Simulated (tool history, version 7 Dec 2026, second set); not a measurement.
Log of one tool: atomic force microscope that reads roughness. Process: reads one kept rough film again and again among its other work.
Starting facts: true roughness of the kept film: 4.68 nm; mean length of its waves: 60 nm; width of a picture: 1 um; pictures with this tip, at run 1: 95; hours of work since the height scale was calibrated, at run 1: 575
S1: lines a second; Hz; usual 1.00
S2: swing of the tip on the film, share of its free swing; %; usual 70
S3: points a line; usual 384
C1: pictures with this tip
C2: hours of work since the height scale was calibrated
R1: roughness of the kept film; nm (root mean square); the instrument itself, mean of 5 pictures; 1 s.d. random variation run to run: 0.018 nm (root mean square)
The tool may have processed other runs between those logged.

run 1 hour=0.0 | S1=1.00 S2=70 S3=384 | C1=95 C2=575 | R1=4.127
run 2 hour=67.0 | S1=1.00 S2=70 S3=384 | C1=186 C2=606 | R1=3.868
-- hour=74.1 new tip fitted
run 3 hour=135.8 | S1=1.00 S2=70 S3=384 | C1=85 C2=638 | R1=4.128
run 4 hour=202.0 | S1=1.00 S2=70 S3=710 | C1=175 C2=669 | R1=3.909
-- hour=218.1 new tip fitted
run 5 hour=271.8 | S1=1.00 S2=59 S3=710 | C1=73 C2=701 | R1=4.217
run 6 hour=302.2 | S1=1.00 S2=70 S3=384 | C1=115 C2=715 | R1=4.015
-- hour=360.8 new tip fitted
run 7 hour=362.1 | S1=1.00 S2=70 S3=384 | C1=2 C2=742 | R1=4.389
run 8 hour=427.5 | S1=1.00 S2=70 S3=384 | C1=91 C2=773 | R1=4.110
run 9 hour=484.3 | S1=1.00 S2=70 S3=384 | C1=168 C2=799 | R1=3.935
-- hour=507.8 new tip fitted
run 10 hour=529.7 | S1=1.00 S2=70 S3=384 | C1=30 C2=820 | R1=4.284
run 11 hour=584.3 | S1=2.41 S2=80 S3=548 | C1=104 C2=845 | R1=3.850
run 12 hour=625.9 | S1=0.71 S2=70 S3=332 | C1=161 C2=864 | R1=3.959
-- hour=650.5 new tip fitted
run 13 hour=690.1 | S1=1.04 S2=69 S3=384 | C1=54 C2=894 | R1=4.178
run 14 hour=748.5 | S1=2.46 S2=60 S3=369 | C1=133 C2=921 | R1=3.959
-- hour=794.9 new tip fitted
run 15 hour=802.2 | S1=2.46 S2=60 S3=369 | C1=10 C2=946 | R1=4.371
run 16 hour=841.5 | S1=2.46 S2=60 S3=369 | C1=64 C2=964 | R1=4.156
run 17 hour=890.1 | S1=0.84 S2=70 S3=286 | C1=130 C2=986 | R1=4.041
-- hour=940.0 new tip fitted
run 18 hour=961.1 | S1=1.00 S2=76 S3=394 | C1=29 C2=1019 | R1=4.259
run 19 hour=1018.1 | S1=1.00 S2=76 S3=394 | C1=107 C2=1045 | R1=4.057
run 20 hour=1052.2 | S1=1.00 S2=76 S3=394 | C1=153 C2=1061 | R1=3.930

What differs in the tool's unlogged condition from the final listed run ahead of each entry between runs to the first listed run following it?
In the gap between runs 2 and 3: new tip fitted (hour 74.1)
  radius of the tip, nm: 36.3 -> 22.8; height scale over the true one, %: 0.42 -> 0.43
  measured result minus the result with no hidden state, R1: -0.479 -> -0.239 nm (root mean square)
In the gap between runs 4 and 5: new tip fitted (hour 218.1)
  radius of the tip, nm: 35.6 -> 20.6; height scale over the true one, %: 0.45 -> 0.47
  measured result minus the result with no hidden state, R1: -0.469 -> -0.198 nm (root mean square)
In the gap between runs 6 and 7: new tip fitted (hour 360.8)
  radius of the tip, nm: 26.4 -> 10.8; height scale over the true one, %: 0.47 -> 0.49
  measured result minus the result with no hidden state, R1: -0.300 -> +0.005 nm (root mean square)
In the gap between runs 9 and 10: new tip fitted (hour 507.8)
  radius of the tip, nm: 34.8 -> 14.4; height scale over the true one, %: 0.52 -> 0.53
  measured result minus the result with no hidden state, R1: -0.454 -> -0.069 nm (root mean square)
In the gap between runs 12 and 13: new tip fitted (hour 650.5)
  radius of the tip, nm: 33.7 -> 19.2; height scale over the true one, %: 0.56 -> 0.57
  measured result minus the result with no hidden state, R1: -0.433 -> -0.163 nm (root mean square)
In the gap between runs 14 and 15: new tip fitted (hour 794.9)
  radius of the tip, nm: 30.3 -> 11.3; height scale over the true one, %: 0.58 -> 0.6
  measured result minus the result with no hidden state, R1: -0.366 -> -0.002 nm (root mean square)
In the gap between runs 17 and 18: new tip fitted (hour 940.0)
  radius of the tip, nm: 28.5 -> 14.3; height scale over the true one, %: 0.62 -> 0.64
  measured result minus the result with no hidden state, R1: -0.337 -> -0.062 nm (root mean square)

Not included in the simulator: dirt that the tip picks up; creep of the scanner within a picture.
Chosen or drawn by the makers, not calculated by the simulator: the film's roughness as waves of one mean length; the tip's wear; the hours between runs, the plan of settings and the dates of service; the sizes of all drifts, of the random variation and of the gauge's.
